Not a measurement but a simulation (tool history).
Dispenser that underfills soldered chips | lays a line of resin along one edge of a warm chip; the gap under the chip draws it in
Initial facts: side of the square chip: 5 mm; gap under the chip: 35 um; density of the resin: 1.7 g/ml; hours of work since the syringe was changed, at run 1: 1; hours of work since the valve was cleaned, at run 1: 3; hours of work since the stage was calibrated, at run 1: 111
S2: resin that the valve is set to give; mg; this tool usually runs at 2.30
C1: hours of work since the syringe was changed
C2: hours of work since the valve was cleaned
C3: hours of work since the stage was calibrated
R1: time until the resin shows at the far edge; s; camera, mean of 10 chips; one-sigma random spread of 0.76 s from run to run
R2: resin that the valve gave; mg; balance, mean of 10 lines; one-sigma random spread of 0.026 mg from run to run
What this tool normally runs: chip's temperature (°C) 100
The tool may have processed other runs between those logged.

run 1 day=0.000 | chip's_temperature_(°C)=100 S2=2.30 | C1=1 C2=3 C3=111 | R1=73.1 R2=2.24
run 2 day=0.133 | chip's_temperature_(°C)=100 S2=2.30 | C1=4 C2=6 C3=113 | R1=84.5 R2=2.27
run 3 day=0.333 | chip's_temperature_(°C)=100 S2=2.30 | C1=7 C2=9 C3=116 | R1=106.7 R2=2.25
-- day=0.467 new syringe of resin
run 4 day=0.483 | chip's_temperature_(°C)=100 S2=2.30 | C1=0 C2=11 C3=119 | R1=70.1 R2=2.21
run 5 day=0.688 | chip's_temperature_(°C)=100 S2=2.30 | C1=4 C2=15 C3=122 | R1=86.8 R2=2.30
run 6 day=0.850 | chip's_temperature_(°C)=100 S2=2.49 | C1=7 C2=18 C3=125 | R1=103.1 R2=2.43
-- day=0.983 new syringe of resin
run 7 day=1.117 | chip's_temperature_(°C)=100 S2=2.30 | C1=2 C2=22 C3=129 | R1=76.4 R2=2.25
run 8 day=1.300 | chip's_temperature_(°C)=100 S2=2.30 | C1=5 C2=25 C3=132 | R1=95.4 R2=2.29
-- day=1.504 new syringe of resin
run 9 day=1.533 | chip's_temperature_(°C)=100 S2=2.64 | C1=0 C2=29 C3=136 | R1=69.8 R2=2.55
run 10 day=1.758 | chip's_temperature_(°C)=100 S2=2.64 | C1=4 C2=33 C3=140 | R1=89.4 R2=2.58
-- day=2.025 new syringe of resin
run 11 day=2.029 | chip's_temperature_(°C)=100 S2=2.64 | C1=0 C2=37 C3=145 | R1=68.7 R2=2.55
run 12 day=2.217 | chip's_temperature_(°C)=108 S2=2.30 | C1=3 C2=41 C3=148 | R1=61.1 R2=2.22
run 13 day=2.367 | chip's_temperature_(°C)=112 S2=2.30 | C1=6 C2=43 C3=150 | R1=61.7 R2=2.21
run 14 day=2.479 | chip's_temperature_(°C)=112 S2=2.30 | C1=8 C2=45 C3=152 | R1=68.9 R2=2.23
-- day=2.546 new syringe of resin
run 15 day=2.608 | chip's_temperature_(°C)=100 S2=2.77 | C1=1 C2=47 C3=154 | R1=71.6 R2=2.63
run 16 day=2.817 | chip's_temperature_(°C)=108 S2=2.30 | C1=5 C2=51 C3=158 | R1=66.9 R2=2.18
run 17 day=3.008 | chip's_temperature_(°C)=108 S2=2.13 | C1=8 C2=54 C3=161 | R1=84.6 R2=2.08

Estimate the outcome of run 18 from the log above:
-- day=3.079 new syringe of resin
run 18 day=3.225 | chip's_temperature_(°C)=108 S2=2.13 | C1=2 C2=57 C3=165 | R1=? R2=?

R1: 57.9 s
R2: 2.06 mg
Take away the tool's hidden state, keep the run-to-run variation as it was, and the same run would have given R1 50.8 s, R2 2.17 mg.
